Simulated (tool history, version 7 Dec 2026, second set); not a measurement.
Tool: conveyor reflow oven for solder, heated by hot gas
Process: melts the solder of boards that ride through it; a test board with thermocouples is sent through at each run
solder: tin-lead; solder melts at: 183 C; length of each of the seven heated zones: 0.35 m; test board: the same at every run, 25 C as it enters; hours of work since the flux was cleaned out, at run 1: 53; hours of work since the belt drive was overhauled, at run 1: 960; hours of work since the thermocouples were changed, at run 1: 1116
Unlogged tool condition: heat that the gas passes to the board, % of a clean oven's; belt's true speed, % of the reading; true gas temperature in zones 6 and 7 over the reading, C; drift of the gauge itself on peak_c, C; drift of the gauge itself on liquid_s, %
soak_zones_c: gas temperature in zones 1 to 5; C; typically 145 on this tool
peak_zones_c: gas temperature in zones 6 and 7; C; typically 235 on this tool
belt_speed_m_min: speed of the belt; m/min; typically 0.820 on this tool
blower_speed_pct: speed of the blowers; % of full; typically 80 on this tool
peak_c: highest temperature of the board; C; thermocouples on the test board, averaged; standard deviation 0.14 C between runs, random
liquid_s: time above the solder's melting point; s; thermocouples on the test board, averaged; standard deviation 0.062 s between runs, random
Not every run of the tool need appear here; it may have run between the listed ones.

run	hour	soak_zones_c	peak_zones_c	belt_speed_m_min	blower_speed_pct	hours of work since the flux was cleaned out	hours of work since the belt drive was overhauled	hours of work since the thermocouples were changed	peak_c	liquid_s
1	0.0	145	235	0.820	80	53	960	1116	218.8	40.87
# hour 71.2: thermocouples of zones 6 and 7 changed
2	71.2	145	235	0.820	80	92	998	0	219.2	40.75
3	173.6	154	235	0.820	80	149	1056	57	220.5	44.09
# hour 225.4: flux residue cleaned out of gas plates and filters
4	249.5	154	235	0.820	80	14	1095	97	220.7	44.04
5	346.2	154	235	0.820	70	68	1150	151	217.6	42.38
6	412.5	145	235	0.820	80	105	1187	188	218.8	40.80
7	455.6	145	235	0.820	80	129	1211	213	218.9	40.85
8	525.2	145	235	0.820	80	168	1250	252	218.8	40.78
# hour 538.6: flux residue cleaned out of gas plates and filters
9	578.0	145	235	0.820	80	22	1277	278	219.2	40.75
10	637.5	145	235	0.965	80	55	1310	312	213.5	31.65
# hour 662.9: belt drive overhauled, speed set with a stopwatch
11	717.8	145	235	0.965	80	98	31	354	213.6	31.64
12	788.5	145	232	0.965	80	138	70	394	210.9	30.38
13	842.4	145	232	0.965	80	168	101	424	211.3	30.22
# hour 861.1: flux residue cleaned out of gas plates and filters
14	933.2	145	232	0.965	80	40	149	472	211.3	30.42
15	1016.3	145	235	0.820	57	87	195	519	209.9	34.43
16	1110.9	145	235	0.820	57	140	248	572	210.1	34.32

The next listed run, before its measurement:
# hour 1177.9: flux residue cleaned out of gas plates and filters
17	1184.8	145	235	0.820	67	4	287	610	?	?

Run 17 yielded peak_c 214.7 C, liquid_s 37.87 s.
Were there no unlogged condition in the tool, this run, its random variation unchanged, would have produced peak_c 214.7 C, liquid_s 37.88 s.
